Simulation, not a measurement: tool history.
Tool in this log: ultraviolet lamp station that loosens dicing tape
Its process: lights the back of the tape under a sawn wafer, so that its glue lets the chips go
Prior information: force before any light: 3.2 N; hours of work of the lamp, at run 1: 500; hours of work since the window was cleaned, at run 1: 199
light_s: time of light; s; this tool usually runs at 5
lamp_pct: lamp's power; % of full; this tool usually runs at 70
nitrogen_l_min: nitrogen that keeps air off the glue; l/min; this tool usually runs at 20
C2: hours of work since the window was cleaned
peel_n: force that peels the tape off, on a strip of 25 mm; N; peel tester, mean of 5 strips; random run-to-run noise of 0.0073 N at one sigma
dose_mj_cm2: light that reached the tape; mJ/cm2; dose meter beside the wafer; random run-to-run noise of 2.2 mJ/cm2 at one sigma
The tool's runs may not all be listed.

Run 1, hour 0: usual settings; hours of work of the lamp 500; C2 199. Result: peel_n 0.369 N, dose_mj_cm2 149 mJ/cm2.
Run 2, hour 31.4: usual settings; hours of work of the lamp 516; C2 215. Result: peel_n 0.383 N, dose_mj_cm2 158 mJ/cm2.
Run 3, hour 56.8: usual settings; hours of work of the lamp 529; C2 228. Result: peel_n 0.379 N, dose_mj_cm2 155 mJ/cm2.
Run 4, hour 83.3: usual settings; hours of work of the lamp 542; C2 241. Result: peel_n 0.393 N, dose_mj_cm2 150 mJ/cm2.
Run 5, hour 99.7: usual settings; hours of work of the lamp 551; C2 250. Result: peel_n 0.394 N, dose_mj_cm2 152 mJ/cm2.
Run 6, hour 132.3: usual settings; hours of work of the lamp 567; C2 266. Result: peel_n 0.411 N, dose_mj_cm2 149 mJ/cm2.
At hour 136.1: window cleaned of glue's vapour.
Run 7, hour 153.3: usual settings; hours of work of the lamp 578; C2 9. Result: peel_n 0.414 N, dose_mj_cm2 150 mJ/cm2.
Run 8, hour 181.9: usual settings; hours of work of the lamp 592; C2 23. Result: peel_n 0.402 N, dose_mj_cm2 146 mJ/cm2.

Run 9, settings as shown, results not yet in. Your forecast:
Run 9, hour 198.7: usual settings; hours of work of the lamp 601; C2 32. Result: peel_n ?, dose_mj_cm2 ?.

Run 9 yielded peel_n 0.444 N, dose_mj_cm2 146 mJ/cm2.
Minus the tool's unlogged condition, the same run would have read peel_n 0.281 N, dose_mj_cm2 195 mJ/cm2.
